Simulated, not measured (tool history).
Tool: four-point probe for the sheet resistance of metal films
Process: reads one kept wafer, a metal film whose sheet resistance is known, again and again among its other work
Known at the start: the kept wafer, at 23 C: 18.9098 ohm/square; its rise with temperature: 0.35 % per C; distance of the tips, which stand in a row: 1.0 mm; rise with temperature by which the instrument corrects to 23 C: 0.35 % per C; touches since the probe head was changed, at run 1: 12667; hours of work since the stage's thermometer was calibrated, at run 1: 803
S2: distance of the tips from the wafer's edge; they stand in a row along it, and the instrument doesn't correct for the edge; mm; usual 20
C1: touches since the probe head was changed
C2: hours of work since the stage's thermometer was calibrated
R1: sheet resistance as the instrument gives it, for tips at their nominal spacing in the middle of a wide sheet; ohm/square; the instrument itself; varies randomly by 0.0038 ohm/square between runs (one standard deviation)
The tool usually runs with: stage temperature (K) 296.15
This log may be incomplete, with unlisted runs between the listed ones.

run 1 day=0.000 | stage_temperature_(K)=296.15 S2=20 | C1=12667 C2=803 | R1=18.950681
run 2 day=0.629 | stage_temperature_(K)=296.15 S2=20 | C1=13026 C2=812 | R1=18.945231
run 3 day=1.233 | stage_temperature_(K)=296.15 S2=20 | C1=13371 C2=821 | R1=18.943473
run 4 day=1.796 | stage_temperature_(K)=294.15 S2=20 | C1=13691 C2=829 | R1=18.952591
run 5 day=2.242 | stage_temperature_(K)=294.15 S2=20 | C1=13946 C2=836 | R1=18.952105
run 6 day=2.742 | stage_temperature_(K)=294.15 S2=20 | C1=14230 C2=843 | R1=18.949118
run 7 day=3.275 | stage_temperature_(K)=294.15 S2=20 | C1=14536 C2=851 | R1=18.946551
run 8 day=3.717 | stage_temperature_(K)=296.15 S2=9 | C1=14787 C2=858 | R1=19.042886
run 9 day=4.396 | stage_temperature_(K)=296.15 S2=9 | C1=15174 C2=868 | R1=19.047302
run 10 day=5.067 | stage_temperature_(K)=297.15 S2=20 | C1=15559 C2=877 | R1=18.954466
run 11 day=5.458 | stage_temperature_(K)=296.15 S2=71 | C1=15782 C2=883 | R1=18.920567
run 12 day=6.129 | stage_temperature_(K)=298.15 S2=3 | C1=16164 C2=893 | R1=19.981632
run 13 day=6.650 | stage_temperature_(K)=298.15 S2=3 | C1=16461 C2=901 | R1=19.980810
run 14 day=7.192 | stage_temperature_(K)=301.15 S2=5 | C1=16772 C2=909 | R1=19.315710
run 15 day=7.625 | stage_temperature_(K)=296.15 S2=10 | C1=17018 C2=915 | R1=19.012767
run 16 day=8.238 | stage_temperature_(K)=296.15 S2=10 | C1=17368 C2=924 | R1=19.015059
run 17 day=9.021 | stage_temperature_(K)=296.15 S2=10 | C1=17815 C2=936 | R1=19.010238
run 18 day=9.588 | stage_temperature_(K)=291.15 S2=48 | C1=18138 C2=944 | R1=18.917450
run 19 day=10.225 | stage_temperature_(K)=291.15 S2=48 | C1=18501 C2=953 | R1=18.913988
run 20 day=10.929 | stage_temperature_(K)=306.15 S2=6 | C1=18905 C2=964 | R1=19.189578
run 21 day=11.383 | stage_temperature_(K)=294.15 S2=22 | C1=19163 C2=970 | R1=18.929776

Alternative continuations, all from the tool just after run 21; predict every row:
run A day=11.983 | stage_temperature_(K)=292.15 S2=5 | C1=19505 C2=979 | R1=?
run B day=11.983 | stage_temperature_(K)=301.15 S2=4 | C1=19505 C2=979 | R1=?
run C day=11.983 | stage_temperature_(K)=294.15 S2=7 | C1=19505 C2=979 | R1=?
run D day=11.983 | stage_temperature_(K)=291.15 S2=22 | C1=19505 C2=979 | R1=?
run E day=11.983 | stage_temperature_(K)=296.15 S2=12 | C1=19505 C2=979 | R1=?

run=A R1=19.307382
run=B R1=19.527765
run=C R1=19.113075
run=D R1=18.926404
run=E R1=18.980123
Without the tool's hidden state the same runs would have given:
run=A R1=19.308685
run=B R1=19.528617
run=C R1=19.114247
run=D R1=18.927713
run=E R1=18.981174
